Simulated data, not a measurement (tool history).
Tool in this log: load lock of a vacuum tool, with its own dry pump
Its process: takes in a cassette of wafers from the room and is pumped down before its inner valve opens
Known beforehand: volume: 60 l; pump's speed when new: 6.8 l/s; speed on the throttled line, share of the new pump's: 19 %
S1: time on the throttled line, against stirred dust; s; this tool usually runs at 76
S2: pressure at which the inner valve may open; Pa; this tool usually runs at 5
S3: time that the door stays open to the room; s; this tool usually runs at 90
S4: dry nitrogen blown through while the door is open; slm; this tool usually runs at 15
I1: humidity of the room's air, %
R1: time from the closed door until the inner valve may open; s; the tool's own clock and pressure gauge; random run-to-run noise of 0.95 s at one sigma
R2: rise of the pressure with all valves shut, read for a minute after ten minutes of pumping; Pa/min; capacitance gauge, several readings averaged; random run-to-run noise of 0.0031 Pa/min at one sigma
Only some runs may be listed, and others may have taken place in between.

run,day,S1,S2,S3,S4,I1,R1,R2
1,0,76,5,90,15,44.4,151.6,0.228
2,4.458,76,5,90,15,45.9,150.8,0.241
3,7.896,76,5,90,15,41.1,150.8,0.222
4,11.3,76,5,90,15,46.5,150.3,0.245
5,14.525,76,5,90,15,45.3,151.6,0.24
6,19.958,76,5,90,15,47.4,150.9,0.244
7,23.558,76,5,90,15,47.6,150.7,0.245
8,26.25,76,5,90,15,45.9,151.6,0.243
9,31.35,76,5,90,15,47.4,151.9,0.245
10,35.046,76,5,90,15,42.7,149.9,0.25
11,39.329,76,5,90,15,43.9,152.5,0.252
12,42.583,76,5,90,15,44.4,152.7,0.247
13,45.842,76,7,90,15,43.8,147.1,0.253
14,50.275,76,7,90,15,47.1,147.2,0.257
15,53.512,76,7,90,15,45.4,146.6,0.251
16,56.483,76,7,90,15,46.9,149.6,0.267
17,61.617,76,7,90,15,50.3,148.7,0.257
18,66.429,76,5,90,5,43.7,152.9,0.275
19,72.083,96,5,90,5,46.5,169.3,0.285
20,77.833,96,5,90,5,47.3,167.3,0.282
21,81.592,76,5,51,15,47,151.4,0.258
22,84.196,73,5,90,15,45.7,149.9,0.273
23,87.329,73,5,90,15,42.6,149,0.271
24,91.233,73,5,90,15,41.3,148.8,0.266
25,95.775,83,6,64,9,45.8,156.4,0.279
26,98.579,83,6,64,9,44.7,156.7,0.273
27,103.004,83,6,64,9,45.1,154.6,0.275
28,106.383,109,5,153,22,42.4,179.5,0.285
29,111.167,76,7,152,14,45.9,149.8,0.309
30,113.792,59,7,152,22,45.8,134,0.29
31,116.308,86,5,90,15,43.7,159.8,0.283
32,118.858,151,6,166,7,43.1,212.5,0.325
33,123.4,151,6,166,7,43.5,211.7,0.325
34,127.088,123,6,227,7,45.2,187,0.352
35,131.083,123,6,227,7,42.8,189.2,0.34
36,136.367,123,6,227,7,45,187.8,0.357
37,141.55,50,8,65,41,45.9,126.2,0.272
38,145.771,54,8,65,41,44.6,129.3,0.274

Below are 3 alternative next runs, each starting from the tool's condition after run 38. Predict each:
A,149.567,142,9,65,19,43.3,?,?
B,149.567,76,5,90,6,43.7,?,?
C,149.567,76,5,33,6,45,?,?

run,R1,R2
A,200.5,0.284
B,151.8,0.307
C,151.3,0.277
With the hidden condition removed and each run's random variation left untouched, the same runs would have given:
run,R1,R2
A,199.2,0.038
B,149.9,0.064
C,149.4,0.039
